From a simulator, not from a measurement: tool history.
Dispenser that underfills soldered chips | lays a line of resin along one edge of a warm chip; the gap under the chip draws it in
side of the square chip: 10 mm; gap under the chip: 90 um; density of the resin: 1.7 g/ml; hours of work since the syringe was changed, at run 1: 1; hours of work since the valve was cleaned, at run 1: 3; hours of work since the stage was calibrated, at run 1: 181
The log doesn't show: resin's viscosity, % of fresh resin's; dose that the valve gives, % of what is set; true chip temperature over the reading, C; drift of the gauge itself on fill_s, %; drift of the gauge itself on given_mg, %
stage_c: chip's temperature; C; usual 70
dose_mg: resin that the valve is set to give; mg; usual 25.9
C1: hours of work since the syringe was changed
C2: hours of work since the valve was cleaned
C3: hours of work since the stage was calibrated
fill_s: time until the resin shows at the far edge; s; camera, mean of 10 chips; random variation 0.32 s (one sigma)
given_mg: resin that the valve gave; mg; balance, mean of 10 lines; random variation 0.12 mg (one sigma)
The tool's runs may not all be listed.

run 1 hour=0 | stage_c=70 dose_mg=25.9 | C1=1 C2=3 C3=181 | fill_s=11.1 given_mg=25.79
-- hour=12.6 new syringe of resin
run 2 hour=12.9 | stage_c=70 dose_mg=25.9 | C1=0 C2=11 C3=190 | fill_s=10.9 given_mg=25.7
run 3 hour=23.5 | stage_c=70 dose_mg=23.1 | C1=7 C2=18 C3=197 | fill_s=20.7 given_mg=22.9
-- hour=25.6 new syringe of resin
run 4 hour=34.1 | stage_c=70 dose_mg=24 | C1=6 C2=25 C3=204 | fill_s=17.7 given_mg=23.78
-- hour=38.4 new syringe of resin
run 5 hour=48.2 | stage_c=70 dose_mg=24 | C1=7 C2=35 C3=213 | fill_s=19.4 given_mg=23.47
-- hour=51.4 new syringe of resin
run 6 hour=56.9 | stage_c=70 dose_mg=25.9 | C1=4 C2=40 C3=219 | fill_s=14.9 given_mg=25.38
run 7 hour=62.5 | stage_c=70 dose_mg=25.9 | C1=7 C2=44 C3=223 | fill_s=20.3 given_mg=25.32
-- hour=64.4 new syringe of resin
run 8 hour=71.7 | stage_c=70 dose_mg=25.9 | C1=5 C2=50 C3=229 | fill_s=16.4 given_mg=25.29
-- hour=77.9 new syringe of resin
run 9 hour=81.5 | stage_c=70 dose_mg=25.9 | C1=2 C2=57 C3=235 | fill_s=12.9 given_mg=25.39
-- hour=91.5 new syringe of resin
run 10 hour=94.5 | stage_c=70 dose_mg=25.9 | C1=2 C2=65 C3=244 | fill_s=12.7 given_mg=25.27
run 11 hour=100.9 | stage_c=70 dose_mg=25.9 | C1=6 C2=70 C3=248 | fill_s=18.7 given_mg=25.13
-- hour=104.5 new syringe of resin
run 12 hour=107 | stage_c=70 dose_mg=25.9 | C1=2 C2=73 C3=252 | fill_s=12.3 given_mg=25.12
-- hour=117.6 new syringe of resin
run 13 hour=120.8 | stage_c=70 dose_mg=25.9 | C1=2 C2=83 C3=261 | fill_s=12.7 given_mg=24.9
-- hour=130.5 new syringe of resin
run 14 hour=131.6 | stage_c=70 dose_mg=25.9 | C1=1 C2=90 C3=268 | fill_s=11.7 given_mg=24.99
-- hour=143.4 new syringe of resin
run 15 hour=144.8 | stage_c=70 dose_mg=25.9 | C1=1 C2=99 C3=277 | fill_s=12.3 given_mg=25.02
-- hour=151.3 dispensing valve cleaned and set on the balance
run 16 hour=153.9 | stage_c=70 dose_mg=25.9 | C1=6 C2=2 C3=283 | fill_s=19 given_mg=25.82
-- hour=158.1 new syringe of resin
run 17 hour=164.2 | stage_c=70 dose_mg=25.9 | C1=4 C2=9 C3=289 | fill_s=15.2 given_mg=25.92
-- hour=170.9 new syringe of resin
run 18 hour=171.8 | stage_c=70 dose_mg=25.9 | C1=1 C2=13 C3=294 | fill_s=10.8 given_mg=25.69
run 19 hour=180.2 | stage_c=64 dose_mg=32.8 | C1=6 C2=19 C3=300 | fill_s=23.9 given_mg=32.7
-- hour=184.4 new syringe of resin
run 20 hour=186.1 | stage_c=85 dose_mg=32.5 | C1=1 C2=23 C3=304 | fill_s=5.2 given_mg=31.96
run 21 hour=195.8 | stage_c=85 dose_mg=32.5 | C1=8 C2=30 C3=310 | fill_s=9.3 given_mg=31.87
-- hour=197.3 new syringe of resin
run 22 hour=202.7 | stage_c=85 dose_mg=32.5 | C1=4 C2=34 C3=315 | fill_s=6.7 given_mg=31.91
-- hour=210.4 new syringe of resin
run 23 hour=212.1 | stage_c=80 dose_mg=22.3 | C1=1 C2=40 C3=321 | fill_s=7.4 given_mg=21.96
run 24 hour=219.7 | stage_c=80 dose_mg=22.3 | C1=6 C2=45 C3=326 | fill_s=10.8 given_mg=22.1
-- hour=223.7 new syringe of resin
run 25 hour=232.5 | stage_c=80 dose_mg=22.3 | C1=6 C2=54 C3=335 | fill_s=11.3 given_mg=21.8
-- hour=236.6 new syringe of resin
run 26 hour=241.2 | stage_c=80 dose_mg=22.3 | C1=3 C2=59 C3=340 | fill_s=8.4 given_mg=21.71
-- hour=249.4 new syringe of resin
run 27 hour=249.7 | stage_c=64 dose_mg=29.8 | C1=0 C2=65 C3=346 | fill_s=14.8 given_mg=28.96
run 28 hour=257.8 | stage_c=61 dose_mg=29.8 | C1=6 C2=71 C3=351 | fill_s=26.6 given_mg=28.83
-- hour=262.7 new syringe of resin
run 29 hour=265.6 | stage_c=60 dose_mg=31.3 | C1=2 C2=76 C3=356 | fill_s=20.6 given_mg=30.32
-- hour=275.9 new syringe of resin
run 30 hour=275.9 | stage_c=60 dose_mg=31.3 | C1=0 C2=82 C3=363 | fill_s=18 given_mg=30.12
run 31 hour=288.1 | stage_c=70 dose_mg=25.4 | C1=8 C2=91 C3=372 | fill_s=21.1 given_mg=24.58
-- hour=289.6 new syringe of resin
run 32 hour=301.3 | stage_c=70 dose_mg=28.4 | C1=8 C2=99 C3=380 | fill_s=20.4 given_mg=27.02
-- hour=302.8 new syringe of resin
-- hour=306.5 dispensing valve cleaned and set on the balance
run 33 hour=310.4 | stage_c=76 dose_mg=24.1 | C1=4 C2=3 C3=386 | fill_s=11.3 given_mg=23.97
-- hour=317.2 new syringe of resin
run 34 hour=317.4 | stage_c=72 dose_mg=27.4 | C1=0 C2=7 C3=390 | fill_s=8.9 given_mg=27.27
run 35 hour=328.5 | stage_c=72 dose_mg=27.4 | C1=8 C2=15 C3=398 | fill_s=18.3 given_mg=27.3

3 ways to go on from here, each from the tool as it stands after run 35. What would each give?
-- hour=330.8 new syringe of resin
run A hour=340 | stage_c=73 dose_mg=24.5 | C1=6 C2=22 C3=405 | fill_s=? given_mg=?
-- hour=330.8 new syringe of resin
run B hour=340 | stage_c=62 dose_mg=29.2 | C1=6 C2=22 C3=405 | fill_s=? given_mg=?
-- hour=330.8 new syringe of resin
run C hour=340 | stage_c=71 dose_mg=32.1 | C1=6 C2=22 C3=405 | fill_s=? given_mg=?

run=A fill_s=15.6 given_mg=24.35
run=B fill_s=25.9 given_mg=29
run=C fill_s=16.2 given_mg=31.77
Without the tool's hidden state the same runs would have given:
run=A fill_s=10.7 given_mg=24.61
run=B fill_s=17.6 given_mg=29.32
run=C fill_s=11 given_mg=32.12
